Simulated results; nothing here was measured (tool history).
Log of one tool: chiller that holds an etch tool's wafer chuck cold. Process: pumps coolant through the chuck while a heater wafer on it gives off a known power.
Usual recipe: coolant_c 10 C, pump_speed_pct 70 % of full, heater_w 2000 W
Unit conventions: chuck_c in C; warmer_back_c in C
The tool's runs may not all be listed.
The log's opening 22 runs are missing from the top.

run    hour  coolant_c  pump_speed_pct  heater_w  hours since the coolant was changed and the channels were flushed  hours since the pump was overhauled  hours since the chiller's thermometer was calibrated  chuck_c  warmer_back_c
 23  3517.2         20              93      1550                                                               3335                                 1028                                                  1491     30.5           4.55
 24  3718.6         20              93      1550                                                               3536                                 1229                                                  1692     30.5           4.55
 25  3833.2          7              70      1791                                                               3651                                 1344                                                  1807     21.6           7.03
 26  4005.3         10              90      1889                                                               3823                                 1516                                                  1979     23.2           5.77
 27  4193.7         11              84      1066                                                               4011                                 1705                                                  2167     18.9           3.53
 28  4349.8         11              84      1066                                                               4168                                 1861                                                  2323     19.0           3.50
 29  4489.5         11              84      1066                                                               4307                                 2000                                                  2463     18.8           3.50
 30  4623.6         11              84      1066                                                               4441                                 2134                                                  2597     18.9           3.48

5 ways to go on from here, each from the tool as it stands after run 30. What would each give?
  A  4831.1         11              84      1404                                                               4649                                 2342                                                  2805        ?              ?
  B  4831.1          1              66      1264                                                               4649                                 2342                                                  2805        ?              ?
  C  4831.1         18              83      2000                                                               4649                                 2342                                                  2805        ?              ?
  D  4831.1         11              92      1496                                                               4649                                 2342                                                  2805        ?              ?
  E  4831.1         10              79      1109                                                               4649                                 2342                                                  2805        ?              ?

run  chuck_c  warmer_back_c
  A     21.6           4.59
  B     12.0           5.30
  C     33.1           6.59
  D     21.7           4.46
  E     18.5           3.85
With the hidden condition removed and each run's random variation left untouched, the same runs would have given:
run  chuck_c  warmer_back_c
  A     20.5           4.52
  B     10.9           5.22
  C     31.6           6.50
  D     20.6           4.40
  E     17.6           3.79

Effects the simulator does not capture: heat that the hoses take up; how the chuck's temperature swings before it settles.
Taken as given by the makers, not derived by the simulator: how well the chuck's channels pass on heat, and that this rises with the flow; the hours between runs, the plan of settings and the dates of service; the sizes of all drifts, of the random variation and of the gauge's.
